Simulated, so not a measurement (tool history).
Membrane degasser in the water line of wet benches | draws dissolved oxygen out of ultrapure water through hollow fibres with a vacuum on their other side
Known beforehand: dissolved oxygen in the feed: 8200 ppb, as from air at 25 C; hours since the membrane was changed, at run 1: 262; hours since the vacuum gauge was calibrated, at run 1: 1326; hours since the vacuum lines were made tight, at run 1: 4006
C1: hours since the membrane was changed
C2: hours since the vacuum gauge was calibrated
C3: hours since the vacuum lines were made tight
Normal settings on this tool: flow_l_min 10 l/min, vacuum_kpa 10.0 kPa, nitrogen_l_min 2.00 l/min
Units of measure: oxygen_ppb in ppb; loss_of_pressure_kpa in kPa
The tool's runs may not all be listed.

{"run": 1, "hour": 0.0, "flow_l_min": 10, "vacuum_kpa": 10.0, "nitrogen_l_min": 2.0, "C1": 262, "C2": 1326, "C3": 4006, "oxygen_ppb": 91.4, "loss_of_pressure_kpa": 25.63}
{"run": 2, "hour": 81.9, "flow_l_min": 10, "vacuum_kpa": 10.0, "nitrogen_l_min": 2.0, "C1": 344, "C2": 1408, "C3": 4088, "oxygen_ppb": 91.9, "loss_of_pressure_kpa": 25.44}
{"run": 3, "hour": 122.6, "flow_l_min": 10, "vacuum_kpa": 10.0, "nitrogen_l_min": 2.0, "C1": 385, "C2": 1449, "C3": 4129, "oxygen_ppb": 91.1, "loss_of_pressure_kpa": 25.59}
{"run": 4, "hour": 196.7, "flow_l_min": 10, "vacuum_kpa": 10.0, "nitrogen_l_min": 2.0, "C1": 459, "C2": 1523, "C3": 4203, "oxygen_ppb": 90.1, "loss_of_pressure_kpa": 25.7}
{"run": 5, "hour": 269.0, "flow_l_min": 10, "vacuum_kpa": 13.7, "nitrogen_l_min": 2.0, "C1": 531, "C2": 1595, "C3": 4275, "oxygen_ppb": 136.5, "loss_of_pressure_kpa": 25.51}
{"run": 6, "hour": 341.7, "flow_l_min": 10, "vacuum_kpa": 13.7, "nitrogen_l_min": 2.0, "C1": 604, "C2": 1668, "C3": 4348, "oxygen_ppb": 137.8, "loss_of_pressure_kpa": 25.57}
{"run": 7, "hour": 399.6, "flow_l_min": 10, "vacuum_kpa": 13.7, "nitrogen_l_min": 2.0, "C1": 661, "C2": 1726, "C3": 4406, "oxygen_ppb": 135.2, "loss_of_pressure_kpa": 25.24}
{"run": 8, "hour": 470.9, "flow_l_min": 10, "vacuum_kpa": 13.7, "nitrogen_l_min": 2.0, "C1": 733, "C2": 1797, "C3": 4477, "oxygen_ppb": 135.6, "loss_of_pressure_kpa": 25.21}
{"run": 9, "hour": 558.6, "flow_l_min": 10, "vacuum_kpa": 10.0, "nitrogen_l_min": 2.0, "C1": 821, "C2": 1885, "C3": 4565, "oxygen_ppb": 91.5, "loss_of_pressure_kpa": 25.61}
{"run": 10, "hour": 614.5, "flow_l_min": 10, "vacuum_kpa": 10.0, "nitrogen_l_min": 2.0, "C1": 876, "C2": 1941, "C3": 4621, "oxygen_ppb": 90.9, "loss_of_pressure_kpa": 25.54}
{"run": 11, "hour": 693.9, "flow_l_min": 11, "vacuum_kpa": 7.1, "nitrogen_l_min": 0.84, "C1": 956, "C2": 2020, "C3": 4700, "oxygen_ppb": 130.2, "loss_of_pressure_kpa": 28.3}
{"run": 12, "hour": 746.5, "flow_l_min": 10, "vacuum_kpa": 14.0, "nitrogen_l_min": 2.0, "C1": 1008, "C2": 2073, "C3": 4753, "oxygen_ppb": 141.3, "loss_of_pressure_kpa": 25.86}
{"run": 13, "hour": 845.0, "flow_l_min": 10, "vacuum_kpa": 14.0, "nitrogen_l_min": 2.0, "C1": 1107, "C2": 2171, "C3": 4851, "oxygen_ppb": 140.8, "loss_of_pressure_kpa": 25.68}
{"run": 14, "hour": 935.9, "flow_l_min": 10, "vacuum_kpa": 14.0, "nitrogen_l_min": 2.0, "C1": 1198, "C2": 2262, "C3": 4942, "oxygen_ppb": 141.1, "loss_of_pressure_kpa": 25.71}
{"run": 15, "hour": 990.3, "flow_l_min": 10, "vacuum_kpa": 16.4, "nitrogen_l_min": 1.75, "C1": 1252, "C2": 2317, "C3": 4997, "oxygen_ppb": 188.9, "loss_of_pressure_kpa": 25.6}
{"run": 16, "hour": 1035.6, "flow_l_min": 10, "vacuum_kpa": 16.4, "nitrogen_l_min": 1.75, "C1": 1297, "C2": 2362, "C3": 5042, "oxygen_ppb": 197.2, "loss_of_pressure_kpa": 25.69}
{"run": 17, "hour": 1114.6, "flow_l_min": 14, "vacuum_kpa": 16.4, "nitrogen_l_min": 1.75, "C1": 1376, "C2": 2441, "C3": 5121, "oxygen_ppb": 278.6, "loss_of_pressure_kpa": 36.16}
{"run": 18, "hour": 1201.1, "flow_l_min": 13, "vacuum_kpa": 7.0, "nitrogen_l_min": 5.11, "C1": 1463, "C2": 2527, "C3": 5208, "oxygen_ppb": 45.3, "loss_of_pressure_kpa": 33.42}

Below, some changes in oxygen_ppb between adjacent runs. For each, the amount present without the hidden state too (settings, incoming material, random variation) and the amount remaining for the hidden state with gauge scatter not shared by both compared results:
What the log doesn't record here: membrane still open, %; true pressure behind the membrane over the reading, kPa; air that leaks in behind the membrane, l/min; drift of the gauge itself on oxygen_ppb, %; drift of the gauge itself on loss_of_pressure_kpa, %.
Run 17 -> 18: flow_l_min 14 -> 13, vacuum_kpa 16.4 -> 7.0, nitrogen_l_min 1.75 -> 5.11. oxygen_ppb -233.3 ppb: hidden state -5.7, all else -227.6.
